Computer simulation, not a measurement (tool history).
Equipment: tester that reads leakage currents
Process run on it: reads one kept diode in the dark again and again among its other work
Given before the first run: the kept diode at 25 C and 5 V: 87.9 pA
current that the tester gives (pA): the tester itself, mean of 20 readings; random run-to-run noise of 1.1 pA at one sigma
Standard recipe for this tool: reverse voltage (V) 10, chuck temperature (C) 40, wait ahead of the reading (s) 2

run    hour  reverse voltage (V)  chuck temperature (C)  wait ahead of the reading (s)  current that the tester gives (pA)
  1       0                   10                     40                              2                              317.36
      137.8  -- chuck's temperature calibrated
  2     149                   10                     40                              2                              352.11
  3   361.2                   10                     40                              2                              344.54
  4   451.1                   10                     40                           2.43                              342.49
  5   605.8                   14                     40                              2                              387.41
  6   765.5                   14                     40                           0.91                               382.4
  7   900.3                   10                     40                              2                              324.52
  8  1087.3                   10                     40                              2                              319.04
  9    1304                   10                     40                              2                              314.59
     1372.2  -- tester calibrated
 10  1393.5                   10                     40                           0.51                              322.31
     1419.9  -- chuck's temperature calibrated
 11  1518.2                   10                     40                           1.97                              362.22
 12  1648.9                   10                     40                           0.52                              359.61
 13  1818.2                   10                     40                           0.52                              354.43
 14  2032.5                   10                     40                           2.79                              342.23
 15  2246.5                   10                     40                           2.79                              337.01
 16  2367.8                  8.3                     40                           3.88                              305.59
 17    2550                  8.3                     40                           3.88                              300.43
     2699.2  -- chuck's temperature calibrated
 18  2764.2                  8.3                     40                           3.88                              334.32
     2832.6  -- probe card cleaned and baked
 19  2946.3                  2.9                     40                           3.88                              203.86
 20  3096.9                   10                     40                           0.45                              341.86
 21    3271                  1.4                     21                           5.36                               35.14
 22  3473.2                  1.4                     35                           5.12                               99.55
 23  3611.6                  1.4                     28                           2.76                               58.86
 24  3779.1                 18.4                     25                           0.36                              156.02
 25  3943.6                  2.6                     23                           0.33                               52.38
     3983.1  -- chuck's temperature calibrated
 26  4110.2                  2.6                     23                           0.33                               59.73
 27  4260.5                 17.1                     29                              2                              203.18
 28  4475.8                 17.1                     29                              2                               200.6
 29  4688.4                 11.6                     35                              2                              250.31

3 ways to go on from here, each from the tool as it stands after run 29. What would each give?
  A  4809.9                  1.7                     45                           1.09                                   ?
  B  4809.9                   10                     50                           0.37                                   ?
  C  4809.9                  7.2                     26                              2                                   ?

run  current that the tester gives (pA)
  A                              216.38
  B                              640.87
  C                              106.56
Had the tool no hidden state, the same runs would have come out as:
run  current that the tester gives (pA)
  A                              240.24
  B                              702.92
  C                              111.93
